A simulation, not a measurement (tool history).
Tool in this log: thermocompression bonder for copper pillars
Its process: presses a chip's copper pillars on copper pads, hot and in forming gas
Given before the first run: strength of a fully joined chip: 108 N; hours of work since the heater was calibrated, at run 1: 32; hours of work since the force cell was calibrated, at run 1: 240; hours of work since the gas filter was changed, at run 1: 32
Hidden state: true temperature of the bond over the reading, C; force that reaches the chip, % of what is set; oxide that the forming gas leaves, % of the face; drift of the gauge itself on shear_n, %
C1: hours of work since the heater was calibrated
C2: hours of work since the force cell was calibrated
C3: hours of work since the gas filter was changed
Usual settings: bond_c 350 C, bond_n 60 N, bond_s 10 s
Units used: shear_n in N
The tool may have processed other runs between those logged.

{"run": 1, "day": 0.0, "bond_c": 350, "bond_n": 60, "bond_s": 10, "C1": 32, "C2": 240, "C3": 32, "shear_n": 48.0}
{"run": 2, "day": 0.346, "bond_c": 350, "bond_n": 60, "bond_s": 10, "C1": 36, "C2": 244, "C3": 36, "shear_n": 49.8}
{"run": 3, "day": 0.833, "bond_c": 350, "bond_n": 60, "bond_s": 10, "C1": 42, "C2": 249, "C3": 42, "shear_n": 48.0}
{"run": 4, "day": 1.417, "bond_c": 350, "bond_n": 60, "bond_s": 10, "C1": 49, "C2": 256, "C3": 49, "shear_n": 48.0}
{"run": 5, "day": 2.162, "bond_c": 350, "bond_n": 72, "bond_s": 10, "C1": 58, "C2": 265, "C3": 58, "shear_n": 57.0}
{"run": 6, "day": 2.608, "bond_c": 350, "bond_n": 72, "bond_s": 10, "C1": 63, "C2": 270, "C3": 63, "shear_n": 57.4}
{"run": 7, "day": 3.267, "bond_c": 350, "bond_n": 72, "bond_s": 10, "C1": 71, "C2": 278, "C3": 71, "shear_n": 57.0}
{"run": 8, "day": 3.85, "bond_c": 350, "bond_n": 72, "bond_s": 10, "C1": 78, "C2": 285, "C3": 78, "shear_n": 56.3}
{"run": 9, "day": 4.325, "bond_c": 350, "bond_n": 66, "bond_s": 10, "C1": 83, "C2": 291, "C3": 83, "shear_n": 51.5}
{"run": 10, "day": 4.933, "bond_c": 350, "bond_n": 44, "bond_s": 10, "C1": 90, "C2": 298, "C3": 90, "shear_n": 36.2}
{"run": 11, "day": 5.55, "bond_c": 350, "bond_n": 44, "bond_s": 10, "C1": 98, "C2": 305, "C3": 98, "shear_n": 36.6}
{"run": 12, "day": 6.267, "bond_c": 350, "bond_n": 60, "bond_s": 7, "C1": 106, "C2": 314, "C3": 106, "shear_n": 41.7}
{"run": 13, "day": 6.875, "bond_c": 350, "bond_n": 60, "bond_s": 7, "C1": 113, "C2": 321, "C3": 113, "shear_n": 42.3}
{"run": 14, "day": 7.475, "bond_c": 350, "bond_n": 60, "bond_s": 7, "C1": 120, "C2": 328, "C3": 120, "shear_n": 42.8}
{"day": 7.588, "done": "force cell calibrated"}
{"run": 15, "day": 8.179, "bond_c": 350, "bond_n": 60, "bond_s": 10, "C1": 128, "C2": 7, "C3": 128, "shear_n": 48.6}
{"run": 16, "day": 8.933, "bond_c": 350, "bond_n": 60, "bond_s": 10, "C1": 137, "C2": 16, "C3": 137, "shear_n": 47.8}
{"run": 17, "day": 9.296, "bond_c": 350, "bond_n": 60, "bond_s": 10, "C1": 141, "C2": 20, "C3": 141, "shear_n": 48.8}
{"run": 18, "day": 10.067, "bond_c": 350, "bond_n": 40, "bond_s": 10, "C1": 150, "C2": 29, "C3": 150, "shear_n": 32.8}
{"day": 10.708, "done": "force cell calibrated, once more"}
{"run": 19, "day": 10.862, "bond_c": 350, "bond_n": 40, "bond_s": 10, "C1": 159, "C2": 2, "C3": 159, "shear_n": 30.9}
{"run": 20, "day": 11.254, "bond_c": 333, "bond_n": 60, "bond_s": 18, "C1": 164, "C2": 6, "C3": 164, "shear_n": 49.6}
{"run": 21, "day": 11.942, "bond_c": 377, "bond_n": 60, "bond_s": 10, "C1": 172, "C2": 15, "C3": 172, "shear_n": 58.4}
{"run": 22, "day": 12.375, "bond_c": 377, "bond_n": 60, "bond_s": 10, "C1": 177, "C2": 20, "C3": 177, "shear_n": 60.4}
{"run": 23, "day": 12.983, "bond_c": 326, "bond_n": 68, "bond_s": 25, "C1": 184, "C2": 27, "C3": 184, "shear_n": 58.1}
{"run": 24, "day": 13.5, "bond_c": 322, "bond_n": 42, "bond_s": 21, "C1": 190, "C2": 33, "C3": 190, "shear_n": 32.9}
{"run": 25, "day": 13.904, "bond_c": 368, "bond_n": 56, "bond_s": 14, "C1": 195, "C2": 38, "C3": 195, "shear_n": 57.3}
{"run": 26, "day": 14.579, "bond_c": 368, "bond_n": 56, "bond_s": 14, "C1": 203, "C2": 46, "C3": 203, "shear_n": 57.8}
{"run": 27, "day": 15.321, "bond_c": 368, "bond_n": 56, "bond_s": 14, "C1": 212, "C2": 54, "C3": 212, "shear_n": 56.2}
{"run": 28, "day": 15.921, "bond_c": 368, "bond_n": 56, "bond_s": 14, "C1": 219, "C2": 62, "C3": 219, "shear_n": 57.8}
{"run": 29, "day": 16.667, "bond_c": 325, "bond_n": 37, "bond_s": 10, "C1": 227, "C2": 70, "C3": 227, "shear_n": 20.6}
{"run": 30, "day": 17.229, "bond_c": 343, "bond_n": 77, "bond_s": 8, "C1": 234, "C2": 77, "C3": 234, "shear_n": 49.2}
{"run": 31, "day": 17.55, "bond_c": 363, "bond_n": 38, "bond_s": 7, "C1": 238, "C2": 81, "C3": 238, "shear_n": 28.4}
{"run": 32, "day": 18.104, "bond_c": 379, "bond_n": 38, "bond_s": 18, "C1": 244, "C2": 87, "C3": 244, "shear_n": 49.3}
{"day": 18.754, "done": "forming gas filter changed"}
{"run": 33, "day": 18.771, "bond_c": 337, "bond_n": 60, "bond_s": 22, "C1": 252, "C2": 95, "C3": 0, "shear_n": 56.3}
{"run": 34, "day": 19.167, "bond_c": 337, "bond_n": 60, "bond_s": 17, "C1": 257, "C2": 100, "C3": 5, "shear_n": 50.3}
{"run": 35, "day": 19.85, "bond_c": 337, "bond_n": 60, "bond_s": 17, "C1": 265, "C2": 108, "C3": 13, "shear_n": 51.1}

Consider 5 possible next runs. They are alternatives, not a sequence: every one starts from the tool as it was left by run 35. What does each give?
{"run": "A", "day": 20.462, "bond_c": 377, "bond_n": 45, "bond_s": 12, "C1": 272, "C2": 115, "C3": 20, "shear_n": "?"}
{"run": "B", "day": 20.462, "bond_c": 337, "bond_n": 64, "bond_s": 12, "C1": 272, "C2": 115, "C3": 20, "shear_n": "?"}
{"run": "C", "day": 20.462, "bond_c": 379, "bond_n": 60, "bond_s": 10, "C1": 272, "C2": 115, "C3": 20, "shear_n": "?"}
{"run": "D", "day": 20.462, "bond_c": 350, "bond_n": 60, "bond_s": 25, "C1": 272, "C2": 115, "C3": 20, "shear_n": "?"}
{"run": "E", "day": 20.462, "bond_c": 350, "bond_n": 42, "bond_s": 13, "C1": 272, "C2": 115, "C3": 20, "shear_n": "?"}

run=A shear_n=49.4
run=B shear_n=47.7
run=C shear_n=60.9
run=D shear_n=62.4
run=E shear_n=37.2
Take away the tool's hidden state, keep each run's random variation, and the runs would have read:
run=A shear_n=50.3
run=B shear_n=48.7
run=C shear_n=61.8
run=D shear_n=63.5
run=E shear_n=37.9

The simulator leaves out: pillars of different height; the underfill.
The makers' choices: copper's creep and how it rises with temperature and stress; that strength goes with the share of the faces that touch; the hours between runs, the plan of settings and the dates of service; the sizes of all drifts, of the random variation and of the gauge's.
